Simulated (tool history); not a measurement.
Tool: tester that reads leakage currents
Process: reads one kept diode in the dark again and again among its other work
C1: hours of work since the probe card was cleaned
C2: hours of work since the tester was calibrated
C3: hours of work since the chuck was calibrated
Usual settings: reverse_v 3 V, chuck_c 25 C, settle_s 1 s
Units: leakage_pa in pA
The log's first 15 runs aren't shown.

Run 16, hour 856.8: usual settings but reverse_v 2.31 V, settle_s 1.34 s; C1 1825; C2 270; C3 684. Result: leakage_pa 25.64 pA.
Run 17, hour 924.9: usual settings but reverse_v 4.67 V; C1 1876; C2 322; C3 736. Result: leakage_pa 40.1 pA.
Run 18, hour 959.4: usual settings but reverse_v 4.67 V; C1 1902; C2 348; C3 761. Result: leakage_pa 39.88 pA.
Run 19, hour 1002.8: usual settings but reverse_v 4.67 V; C1 1935; C2 380; C3 794. Result: leakage_pa 40.34 pA.
Run 20, hour 1051: usual settings but reverse_v 13.1 V, chuck_c 26 C; C1 1971; C2 417; C3 830. Result: leakage_pa 83.45 pA.
At hour 1059.2: chuck's temperature calibrated.
Run 21, hour 1092.9: usual settings but reverse_v 2.65 V, settle_s 5.67 s; C1 2001; C2 447; C3 25. Result: leakage_pa 27.31 pA.
Run 22, hour 1121.2: usual settings but reverse_v 1.15 V, chuck_c 27 C, settle_s 8.4 s; C1 2022; C2 468; C3 47. Result: leakage_pa 19.69 pA.
Run 23, hour 1189.2: usual settings but reverse_v 1.15 V, chuck_c 27 C, settle_s 8.4 s; C1 2073; C2 519; C3 98. Result: leakage_pa 19.64 pA.
Run 24, hour 1235.1: usual settings but reverse_v 1.15 V, chuck_c 27 C, settle_s 8.4 s; C1 2108; C2 554; C3 132. Result: leakage_pa 19.63 pA.
At hour 1260.5: chuck's temperature calibrated, once more.
Run 25, hour 1282.3: usual settings but reverse_v 16.01 V, chuck_c 41 C; C1 2142; C2 588; C3 16. Result: leakage_pa 310.7 pA.
Run 26, hour 1330.2: usual settings but reverse_v 3.54 V, chuck_c 41 C, settle_s 0.6 s; C1 2178; C2 624; C3 53. Result: leakage_pa 130.33 pA.
Run 27, hour 1394.3: usual settings but reverse_v 3.54 V, chuck_c 41 C, settle_s 0.6 s; C1 2226; C2 672; C3 101. Result: leakage_pa 130.48 pA.
Run 28, hour 1432.1: usual settings but reverse_v 6.22 V, chuck_c 32 C, settle_s 9.46 s; C1 2255; C2 701; C3 129. Result: leakage_pa 85.15 pA.
Run 29, hour 1501.5: usual settings but reverse_v 1.68 V, chuck_c 35 C, settle_s 2.43 s; C1 2307; C2 753; C3 182. Result: leakage_pa 51 pA.
Run 30, hour 1531.5: usual settings but reverse_v 1.68 V, chuck_c 35 C, settle_s 2.43 s; C1 2330; C2 775; C3 204. Result: leakage_pa 50.79 pA.
Run 31, hour 1586.5: usual settings but reverse_v 1.04 V, chuck_c 27 C, settle_s 3.3 s; C1 2371; C2 817; C3 246. Result: leakage_pa 19.42 pA.
Run 32, hour 1631.5: usual settings but reverse_v 1.09 V, chuck_c 31 C, settle_s 1.45 s; C1 2405; C2 851; C3 279. Result: leakage_pa 28.19 pA.

Forecast each of these 3 alternatives for the next run:
Run A, hour 1663.4: usual settings but settle_s 4.17 s; C1 2429; C2 875; C3 303. Result: leakage_pa ?.
Run B, hour 1663.4: usual settings but settle_s 9.4 s; C1 2429; C2 875; C3 303. Result: leakage_pa ?.
Run C, hour 1663.4: usual settings but reverse_v 1.09 V, chuck_c 53 C, settle_s 1.49 s; C1 2429; C2 875; C3 303. Result: leakage_pa ?.

run  leakage_pa
  A       30.99
  B       30.79
  C      171.75
Without the tool's hidden state the same runs would have given:
run  leakage_pa
  A       27.47
  B       27.27
  C         170
